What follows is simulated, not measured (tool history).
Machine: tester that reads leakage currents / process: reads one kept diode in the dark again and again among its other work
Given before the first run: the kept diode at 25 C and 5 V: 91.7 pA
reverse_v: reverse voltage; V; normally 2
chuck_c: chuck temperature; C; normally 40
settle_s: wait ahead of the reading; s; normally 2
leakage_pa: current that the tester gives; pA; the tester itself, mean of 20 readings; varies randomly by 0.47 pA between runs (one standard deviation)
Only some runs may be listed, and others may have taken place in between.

| run | hour | reverse_v | chuck_c | settle_s | leakage_pa |
|---|---|---|---|---|---|
| 1 | 0 | 2 | 40 | 2 | 154.33 |
| 2 | 143.1 | 2 | 40 | 2 | 152.85 |
| 3 | 336.7 | 2 | 40 | 0.79 | 149.84 |
| 4 | 557.6 | 2 | 40 | 0.79 | 146.18 |
|  | 689.6 | chuck's temperature calibrated |
| 5 | 689.7 | 2 | 40 | 0.79 | 154.6 |
| 6 | 858.8 | 2 | 43 | 2 | 185.59 |
| 7 | 1072.8 | 2 | 43 | 1.22 | 181.35 |
| 8 | 1313.2 | 2 | 43 | 1.22 | 176.83 |
|  | 1506 | chuck's temperature calibrated |
| 9 | 1508.9 | 2 | 43 | 1.22 | 192.34 |
| 10 | 1632 | 2 | 43 | 1.22 | 190.26 |
| 11 | 1826.6 | 2 | 40 | 4.1 | 152.97 |
| 12 | 2005.9 | 2 | 40 | 4.1 | 150.32 |
| 13 | 2228.3 | 2 | 40 | 2 | 147.11 |
|  | 2326.9 | chuck's temperature calibrated |
| 14 | 2400.5 | 2 | 40 | 2 | 158.9 |
| 15 | 2514 | 2 | 40 | 2 | 157.27 |
| 16 | 2760.2 | 2 | 40 | 2.13 | 153.06 |
|  | 2848.1 | probe card cleaned and baked |
| 17 | 2959.8 | 2 | 32 | 1.61 | 85.44 |
|  | 2981.2 | tester calibrated |
| 18 | 3110.2 | 6.24 | 28 | 1.2 | 121.28 |
|  | 3145.3 | chuck's temperature calibrated |
| 19 | 3304.1 | 2 | 26 | 2 | 58.96 |
| 20 | 3531.1 | 2 | 26 | 2 | 57.8 |
| 21 | 3695.2 | 3.78 | 40 | 0.33 | 216.12 |
| 22 | 3799.7 | 3.78 | 40 | 0.33 | 213.4 |
|  | 3955.3 | tester calibrated, once more |
|  | 3957.3 | chuck's temperature calibrated |
| 23 | 3976.7 | 2 | 33 | 0.69 | 96.77 |
| 24 | 4142 | 2 | 33 | 0.75 | 94.99 |
| 25 | 4287.5 | 2 | 39 | 0.75 | 139.79 |
| 26 | 4481.7 | 2.51 | 44 | 2 | 215.27 |
| 27 | 4617.7 | 2 | 40 | 1.5 | 143.94 |
|  | 4780.6 | chuck's temperature calibrated |
| 28 | 4802.4 | 2.55 | 40 | 1.5 | 181.19 |
| 29 | 4954.8 | 15.89 | 21 | 1.6 | 143.99 |
| 30 | 5127.8 | 5.65 | 56 | 0.96 | 751.8 |

Run 31 has not been measured yet. What should we expect?
| 31 | 5289.5 | 15.15 | 47 | 2.18 | ? |

{"run 31": {"leakage_pa": 747.69}}
Without the tool's hidden state the same run would have given leakage_pa 764.15 pA.
